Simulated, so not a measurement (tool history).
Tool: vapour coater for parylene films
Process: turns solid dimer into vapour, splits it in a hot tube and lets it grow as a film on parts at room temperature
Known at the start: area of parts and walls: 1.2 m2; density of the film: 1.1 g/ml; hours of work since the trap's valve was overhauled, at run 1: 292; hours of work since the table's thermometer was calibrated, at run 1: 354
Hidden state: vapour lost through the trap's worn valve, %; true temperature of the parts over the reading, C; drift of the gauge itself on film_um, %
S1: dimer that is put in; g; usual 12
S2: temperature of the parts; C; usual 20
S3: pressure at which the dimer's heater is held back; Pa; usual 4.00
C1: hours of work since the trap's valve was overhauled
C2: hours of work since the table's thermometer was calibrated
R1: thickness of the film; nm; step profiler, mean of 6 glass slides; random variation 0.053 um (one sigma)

Run 1, day 0.000: usual settings; C1 292; C2 354. Result: R1 5570 nm.
Run 2, day 0.800: usual settings; C1 304; C2 366. Result: R1 5510 nm.
Run 3, day 1.300: usual settings; C1 311; C2 374. Result: R1 5570 nm.
Run 4, day 1.921: usual settings; C1 321; C2 383. Result: R1 5490 nm.
Run 5, day 2.704: usual settings; C1 333; C2 395. Result: R1 5520 nm.
Run 6, day 3.075: usual settings; C1 338; C2 400. Result: R1 5460 nm.
Run 7, day 3.529: usual settings; C1 345; C2 407. Result: R1 5440 nm.
Run 8, day 4.229: usual settings; C1 355; C2 418. Result: R1 5480 nm.
Run 9, day 4.754: usual settings; C1 363; C2 426. Result: R1 5510 nm.
Run 10, day 5.525: usual settings; C1 375; C2 437. Result: R1 5480 nm.
Run 11, day 5.929: usual settings; C1 381; C2 443. Result: R1 5420 nm.
Run 12, day 6.275: usual settings; C1 386; C2 449. Result: R1 5420 nm.
Run 13, day 6.888: usual settings; C1 395; C2 458. Result: R1 5420 nm.
Run 14, day 7.617: usual settings but S3 5.20 Pa; C1 406; C2 469. Result: R1 5170 nm.
At day 7.717: table's thermometer calibrated.
Run 15, day 8.258: usual settings but S3 5.20 Pa; C1 415; C2 8. Result: R1 5120 nm.
Run 16, day 8.688: usual settings; C1 422; C2 15. Result: R1 5330 nm.
Run 17, day 9.221: usual settings but S1 6 g, S2 22 C, S3 9.35 Pa; C1 430; C2 23. Result: R1 2160 nm.
Run 18, day 10.008: usual settings but S2 18 C; C1 442; C2 34. Result: R1 5680 nm.
At day 10.521: trap's valve overhauled.
Run 19, day 10.742: usual settings but S2 13 C; C1 3; C2 43. Result: R1 7760 nm.
Run 20, day 11.121: usual settings but S1 7 g, S2 21 C, S3 8.18 Pa; C1 9; C2 49. Result: R1 3070 nm.
Run 21, day 11.642: usual settings but S1 7 g, S2 21 C, S3 8.18 Pa; C1 17; C2 56. Result: R1 3080 nm.
Run 22, day 12.025: usual settings but S1 7 g, S2 30 C, S3 4.88 Pa; C1 23; C2 62. Result: R1 2450 nm.
At day 12.300: table's thermometer calibrated, once more.
Run 23, day 12.646: usual settings but S3 2.52 Pa; C1 31; C2 5. Result: R1 6580 nm.
Run 24, day 13.129: usual settings but S1 20 g, S3 5.30 Pa; C1 38; C2 12. Result: R1 9640 nm.
Run 25, day 13.692: usual settings but S1 20 g, S3 5.30 Pa; C1 47; C2 21. Result: R1 9570 nm.
Run 26, day 14.171: usual settings but S1 20 g, S3 5.30 Pa; C1 54; C2 28. Result: R1 9690 nm.
Run 27, day 14.925: usual settings but S1 20 g, S3 5.30 Pa; C1 65; C2 39. Result: R1 9570 nm.
Run 28, day 15.417: usual settings but S1 20 g, S2 18 C, S3 5.30 Pa; C1 73; C2 47. Result: R1 10070 nm.
Run 29, day 16.121: usual settings but S3 4.36 Pa; C1 83; C2 57. Result: R1 5820 nm.
Run 30, day 16.604: usual settings but S1 11 g, S2 17 C, S3 10.22 Pa; C1 91; C2 65. Result: R1 5210 nm.
Run 31, day 17.392: usual settings but S2 14 C; C1 102; C2 76. Result: R1 7290 nm.
Run 32, day 17.921: usual settings but S1 20 g; C1 110; C2 84. Result: R1 9700 nm.

Forecast each of these 5 alternatives for the next run:
Run A, day 18.288: usual settings but S1 13 g, S2 22 C; C1 116; C2 90. Result: R1 ?.
Run B, day 18.288: usual settings but S1 16 g; C1 116; C2 90. Result: R1 ?.
Run C, day 18.288: usual settings but S1 20 g, S2 32 C, S3 4.37 Pa; C1 116; C2 90. Result: R1 ?.
Run D, day 18.288: usual settings but S1 11 g, S2 16 C, S3 3.42 Pa; C1 116; C2 90. Result: R1 ?.
Run E, day 18.288: usual settings but S1 20 g, S2 26 C, S3 3.26 Pa; C1 116; C2 90. Result: R1 ?.

run    R1
  A  5920
  B  7920
  C  6480
  D  6350
  E  8330
Without the tool's hidden state the same runs would have given:
run    R1
  A  6120
  B  8190
  C  6700
  D  6570
  E  8610
